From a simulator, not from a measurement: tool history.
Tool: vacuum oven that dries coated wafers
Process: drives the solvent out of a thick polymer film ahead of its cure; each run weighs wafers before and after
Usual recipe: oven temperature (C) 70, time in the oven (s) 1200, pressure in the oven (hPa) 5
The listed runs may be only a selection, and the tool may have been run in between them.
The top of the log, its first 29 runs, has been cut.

run	day	oven temperature (C)	time in the oven (s)	pressure in the oven (hPa)	hours of work since the thermocouples were calibrated	hours of work since the vacuum gauge was cleaned of residue	solvent left in the film (%)
30	32.138	73	780	12.15	1338	1338	1.49
31	33.492	70	1200	6.25	1361	1361	0.84
32	34.175	84	1200	18.13	1372	1372	0.55
33	34.996	84	1200	18.13	1386	1386	0.44
34	36.529	84	1200	18.13	1412	1412	0.51
35	37.742	65	660	18.41	1432	1432	4.08
36	39.279	75	1140	5	1458	1458	0.43
37	40.038	71	1320	4.09	1471	1471	0.56
38	41.354	79	780	12.86	1493	1493	0.69
39	42.908	57	1200	6.92	1519	1519	3.91
40	44.004	57	840	7.66	1537	1537	5.19
41	45.458	57	1200	3.41	1561	1561	3.81

Run 42 has not been measured yet. What should we expect?
42	46.458	58	780	5	1578	1578	?

Run 42 gave solvent left in the film (%) 5.12.
With no hidden state in the tool, this same run would have given solvent left in the film (%) 5.09.
